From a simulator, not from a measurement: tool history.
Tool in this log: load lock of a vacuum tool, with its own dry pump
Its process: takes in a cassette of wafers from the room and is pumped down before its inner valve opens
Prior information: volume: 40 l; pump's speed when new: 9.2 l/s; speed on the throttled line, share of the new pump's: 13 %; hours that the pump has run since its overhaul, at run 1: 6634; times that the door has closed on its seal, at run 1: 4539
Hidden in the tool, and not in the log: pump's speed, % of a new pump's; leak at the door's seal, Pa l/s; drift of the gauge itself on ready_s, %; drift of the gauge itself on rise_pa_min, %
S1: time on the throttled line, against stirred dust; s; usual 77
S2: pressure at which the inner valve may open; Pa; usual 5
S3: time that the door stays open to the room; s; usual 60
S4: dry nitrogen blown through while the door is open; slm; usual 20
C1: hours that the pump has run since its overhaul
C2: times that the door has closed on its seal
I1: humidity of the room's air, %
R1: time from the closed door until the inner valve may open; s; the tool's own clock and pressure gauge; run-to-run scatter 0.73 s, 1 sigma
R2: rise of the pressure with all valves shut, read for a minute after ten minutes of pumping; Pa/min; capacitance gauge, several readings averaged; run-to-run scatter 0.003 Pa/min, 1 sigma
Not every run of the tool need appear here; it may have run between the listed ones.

Run 1, day 0.000: usual settings; C1 6634; C2 4539; I1 48.4. Result: R1 111.4 s, R2 0.051 Pa/min.
Run 2, day 17.250: usual settings but S1 92 s; C1 7048; C2 5369; I1 44.0. Result: R1 124.7 s, R2 0.048 Pa/min.
Run 3, day 36.375: usual settings; C1 7507; C2 6288; I1 44.8. Result: R1 111.0 s, R2 0.048 Pa/min.
Run 4, day 50.612: usual settings; C1 7849; C2 6973; I1 48.9. Result: R1 110.8 s, R2 0.050 Pa/min.
Run 5, day 73.858: usual settings; C1 8407; C2 8090; I1 46.6. Result: R1 111.8 s, R2 0.055 Pa/min.
Run 6, day 89.058: usual settings; C1 8772; C2 8821; I1 44.2. Result: R1 111.1 s, R2 0.047 Pa/min.
Run 7, day 109.608: usual settings; C1 9265; C2 9809; I1 48.0. Result: R1 109.8 s, R2 0.050 Pa/min.
Run 8, day 134.996: usual settings but S4 15 slm; C1 9874; C2 11029; I1 43.1. Result: R1 111.0 s, R2 0.053 Pa/min.
Run 9, day 154.838: usual settings but S4 15 slm; C1 10350; C2 11983; I1 40.4. Result: R1 111.8 s, R2 0.047 Pa/min.
Run 10, day 170.671: usual settings but S4 15 slm; C1 10730; C2 12745; I1 43.0. Result: R1 112.2 s, R2 0.053 Pa/min.
Run 11, day 185.325: usual settings but S4 15 slm; C1 11082; C2 13449; I1 44.9. Result: R1 110.3 s, R2 0.050 Pa/min.
At day 187.179: dry pump taken out, an overhauled one fitted.
Run 12, day 197.271: usual settings but S4 15 slm; C1 242; C2 14012; I1 43.8. Result: R1 110.4 s, R2 0.049 Pa/min.
Run 13, day 222.088: usual settings; C1 838; C2 15205; I1 49.4. Result: R1 110.4 s, R2 0.056 Pa/min.
Run 14, day 238.758: usual settings; C1 1238; C2 16006; I1 45.9. Result: R1 111.4 s, R2 0.045 Pa/min.
Run 15, day 254.538: usual settings; C1 1617; C2 16765; I1 47.5. Result: R1 111.6 s, R2 0.053 Pa/min.

Predict the results of run 16:
Run 16, day 272.479: usual settings but S2 4 Pa; C1 2047; C2 17627; I1 44.1. Result: R1 ?, R2 ?.

{"run 16": {"R1": 111.5, "R2": 0.052}}
On a tool with no hidden condition, and with the same random variation, this run would have come out at R1 111.5 s, R2 0.051 Pa/min.
